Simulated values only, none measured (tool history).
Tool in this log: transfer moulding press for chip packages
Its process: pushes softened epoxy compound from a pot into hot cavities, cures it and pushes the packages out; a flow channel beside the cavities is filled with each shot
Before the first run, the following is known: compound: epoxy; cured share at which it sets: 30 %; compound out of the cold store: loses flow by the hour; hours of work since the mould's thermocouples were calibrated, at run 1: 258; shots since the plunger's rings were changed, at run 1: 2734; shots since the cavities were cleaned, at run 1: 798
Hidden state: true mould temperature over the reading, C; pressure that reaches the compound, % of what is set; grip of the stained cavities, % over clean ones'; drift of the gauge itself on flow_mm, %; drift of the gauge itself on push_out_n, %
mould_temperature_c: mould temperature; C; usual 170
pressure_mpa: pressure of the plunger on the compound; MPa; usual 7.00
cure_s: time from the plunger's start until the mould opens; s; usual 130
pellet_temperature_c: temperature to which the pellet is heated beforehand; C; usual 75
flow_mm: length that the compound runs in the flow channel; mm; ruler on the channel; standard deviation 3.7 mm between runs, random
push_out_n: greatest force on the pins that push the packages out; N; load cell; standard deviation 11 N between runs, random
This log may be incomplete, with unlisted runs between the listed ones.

run,day,mould_temperature_c,pressure_mpa,cure_s,pellet_temperature_c,hours of work since the mould's thermocouples were calibrated,shots since the plunger's rings were changed,shots since the cavities were cleaned,incoming compound's hours out of the cold store,flow_mm,push_out_n
1,0.000,170,7.00,130,75,258,2734,798,36.4,922,1041
# day 0.400: cavities cleaned with cleaning compound and waxed
2,1.092,170,7.00,130,75,270,2929,131,42.8,906,675
# day 1.312: plunger's sealing rings changed
3,1.942,170,7.00,130,75,279,119,272,17.8,1009,818
4,3.433,164,7.00,130,75,297,402,555,13.1,1046,1482
5,4.596,164,7.00,130,75,312,622,775,25.8,994,1565
# day 5.204: cavities cleaned with cleaning compound and waxed
6,5.746,164,7.00,130,75,325,828,103,14.7,1030,982
7,7.421,164,7.00,130,75,345,1145,420,32.2,976,1343
8,8.654,164,7.00,130,75,360,1378,653,19.0,1014,1504
9,9.662,170,7.00,150,75,372,1570,845,20.4,980,956
# day 9.879: cavities cleaned with cleaning compound and waxed
10,11.000,170,7.00,150,75,388,1811,212,36.7,935,665
11,12.112,170,7.00,116,75,401,2022,423,26.7,961,1047
12,13.833,170,7.61,116,75,422,2348,749,20.5,1016,1277
# day 14.500: cavities cleaned with cleaning compound and waxed
13,15.371,170,7.00,130,75,440,2627,165,10.6,1005,726
14,16.250,170,7.00,130,75,451,2793,331,11.9,1004,865
15,16.983,177,7.15,130,76,460,2932,470,30.2,925,797
# day 17.188: plunger's sealing rings changed
16,18.017,170,5.84,130,80,471,156,646,35.3,865,1002
# day 19.217: cavities cleaned with cleaning compound and waxed
17,19.796,170,5.84,130,80,492,481,110,40.0,856,628
18,21.396,165,8.74,136,73,511,784,413,34.8,1078,1085
# day 21.688: mould's thermocouples calibrated
19,23.154,165,8.74,136,73,18,1101,730,31.9,1092,1263
# day 23.971: cavities cleaned with cleaning compound and waxed
20,24.842,178,8.57,136,83,38,1409,164,39.2,989,616
21,25.933,178,8.57,136,83,51,1616,371,36.4,999,750
22,27.192,170,6.96,130,66,66,1854,609,11.3,1003,1029
23,28.442,167,5.45,132,66,81,2091,846,9.3,908,1250
# day 28.721: cavities cleaned with cleaning compound and waxed
24,29.425,167,5.45,132,66,93,2266,133,47.6,802,767
25,31.062,170,7.81,130,75,112,2576,443,46.9,951,947
26,32.496,170,7.00,112,75,130,2847,714,14.1,988,1308
# day 33.150: plunger's sealing rings changed
# day 33.475: cavities cleaned with cleaning compound and waxed
27,34.408,164,7.49,122,75,151,226,176,38.3,1001,1221
28,35.850,164,7.49,122,75,169,500,450,23.8,1043,1575

A few steps of flow_mm between consecutive runs. Split each: what settings, incoming material and random variation would produce without the hidden state, and what is left over for the hidden state, along with gauge scatter present in only one of the two compared results (measured, and without hidden state):
Run 2 -> 3: plunger's sealing rings changed. flow_mm +103 mm: hidden state +25, all else +78.
Run 17 -> 18: mould_temperature_c 170 -> 165, pressure_mpa 5.84 -> 8.74, cure_s 130 -> 136, pellet_temperature_c 80 -> 73. flow_mm +222 mm: hidden state -6, all else +228.
Run 24 -> 25: mould_temperature_c 167 -> 170, pressure_mpa 5.45 -> 7.81, cure_s 132 -> 130, pellet_temperature_c 66 -> 75. flow_mm +149 mm: hidden state -6, all else +155.
Run 26 -> 27: mould_temperature_c 170 -> 164, pressure_mpa 7.00 -> 7.49, cure_s 112 -> 122, plunger's sealing rings changed, cavities cleaned with cleaning compound and waxed. flow_mm +13 mm: hidden state +24, all else -11.
